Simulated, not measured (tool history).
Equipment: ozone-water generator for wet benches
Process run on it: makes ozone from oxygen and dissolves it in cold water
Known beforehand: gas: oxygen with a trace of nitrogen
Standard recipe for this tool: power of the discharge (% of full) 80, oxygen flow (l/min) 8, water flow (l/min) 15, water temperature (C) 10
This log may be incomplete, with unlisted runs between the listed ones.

| run | hour | power of the discharge (% of full) | oxygen flow (l/min) | water flow (l/min) | water temperature (C) | dissolved ozone (ppm) | ozone in the gas ahead of the water (g/m3) |
|---|---|---|---|---|---|---|---|
| 1 | 0 | 80 | 8 | 15 | 10 | 26.9 | 171.4 |
| 2 | 59.8 | 80 | 8 | 15 | 10 | 26.5 | 171.6 |
| 3 | 102.1 | 80 | 8 | 15 | 10 | 26.3 | 170.8 |
| 4 | 136.2 | 80 | 8 | 15 | 10 | 26.1 | 171.8 |
| 5 | 191.7 | 80 | 8 | 15 | 10 | 26.3 | 170.7 |
| 6 | 262.1 | 80 | 8 | 15 | 10 | 26 | 170.2 |
| 7 | 328 | 80 | 8 | 15 | 10 | 26.5 | 169.5 |
| 8 | 378.7 | 80 | 8 | 15 | 10 | 26.2 | 170.8 |
| 9 | 415.5 | 80 | 8 | 15 | 10 | 26.5 | 168.4 |
| 10 | 456.2 | 80 | 8 | 15 | 10 | 26.4 | 170.1 |
| 11 | 503.4 | 80 | 8 | 15 | 10 | 26.3 | 170.2 |
| 12 | 570.4 | 80 | 8 | 15 | 6 | 28.2 | 168.5 |
| 13 | 633.1 | 80 | 8 | 17 | 10 | 23.9 | 170 |
| 14 | 695.6 | 80 | 8 | 16 | 11 | 24.7 | 169.8 |
| 15 | 727.2 | 80 | 8 | 16 | 11 | 24.6 | 166.8 |
| 16 | 769.2 | 53 | 8 | 15 | 10 | 18 | 115.3 |
| 17 | 805.6 | 53 | 8 | 15 | 10 | 18 | 115.9 |
| 18 | 868.4 | 53 | 8 | 21 | 10 | 13.9 | 114.8 |
| 19 | 908.6 | 40 | 7.76 | 12 | 6 | 17.8 | 91.4 |
| 20 | 947.8 | 80 | 8 | 15 | 7 | 27.8 | 168.6 |
| 21 | 1017.8 | 80 | 11.99 | 15 | 10 | 23.9 | 128.8 |
| 22 | 1091 | 71 | 6.92 | 15 | 10 | 24.1 | 162.7 |
| 23 | 1153.2 | 71 | 6.92 | 23 | 10 | 17 | 163.3 |
| 24 | 1226.8 | 80 | 7.15 | 16 | 6 | 27.1 | 180.4 |
| 25 | 1266.8 | 80 | 10.04 | 15 | 10 | 24.9 | 143.7 |

3 ways to go on from here, each from the tool as it stands after run 25. What would each give?
| A | 1302.6 | 41 | 9.1 | 15 | 11 | ? | ? |
| B | 1302.6 | 80 | 6.99 | 11 | 8 | ? | ? |
| C | 1302.6 | 75 | 10.04 | 15 | 10 | ? | ? |

| run | dissolved ozone (ppm) | ozone in the gas ahead of the water (g/m3) |
|---|---|---|
| A | 13.8 | 84 |
| B | 35.2 | 182.3 |
| C | 24 | 137 |
Without the tool's hidden state the same runs would have given:
| run | dissolved ozone (ppm) | ozone in the gas ahead of the water (g/m3) |
|---|---|---|
| A | 13.8 | 86.3 |
| B | 35.3 | 187.4 |
| C | 24 | 140.8 |
